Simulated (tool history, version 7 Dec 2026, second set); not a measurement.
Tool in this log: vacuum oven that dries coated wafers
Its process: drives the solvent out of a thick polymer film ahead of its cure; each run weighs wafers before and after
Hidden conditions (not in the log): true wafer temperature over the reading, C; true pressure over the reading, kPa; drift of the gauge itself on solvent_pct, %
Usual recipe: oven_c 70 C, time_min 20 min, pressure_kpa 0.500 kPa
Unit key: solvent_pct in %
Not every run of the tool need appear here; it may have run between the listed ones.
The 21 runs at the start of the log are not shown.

run	day	oven_c	time_min	pressure_kpa	hours of work since the thermocouples were calibrated	hours of work since the vacuum gauge was cleaned of residue	solvent_pct
22	11.550	70	36	0.500	921	262	0.46
23	12.033	83	36	0.435	925	267	0.31
24	12.650	83	36	0.435	931	273	0.18
# day 12.992: oven's thermocouples calibrated
25	13.517	70	20	1.583	5	281	2.17
26	14.321	70	13	1.077	13	289	2.97
27	14.675	70	13	1.077	17	292	2.91
28	15.071	63	20	0.304	20	296	2.45
29	15.571	70	11	0.948	25	301	3.53
30	16.367	77	29	0.500	33	309	0.37
31	17.125	77	29	0.500	41	316	0.45
32	17.908	70	25	0.500	48	324	0.82
33	18.438	70	25	0.500	54	329	0.87
34	19.121	70	25	0.500	60	336	0.85
35	19.817	57	12	1.658	67	343	7.90
36	20.592	70	19	0.500	75	351	1.32
37	21.217	77	19	0.847	81	357	0.88
38	21.679	77	19	0.847	85	361	0.79
39	22.433	70	20	1.962	93	369	2.54
40	22.954	70	20	1.962	98	374	2.43

Predict each of these 4 candidate next runs independently; none follows another, all start after run 40:
A	23.388	56	20	0.931	102	378	?
B	23.388	68	20	1.962	102	378	?
C	23.388	70	14	0.500	102	378	?
D	23.388	65	23	1.618	102	378	?

run	solvent_pct
A	5.28
B	2.94
C	2.25
D	2.90
The same runs, with their run-to-run variation unchanged, on a tool lacking any hidden condition would have given:
run	solvent_pct
A	5.28
B	2.93
C	2.25
D	2.89
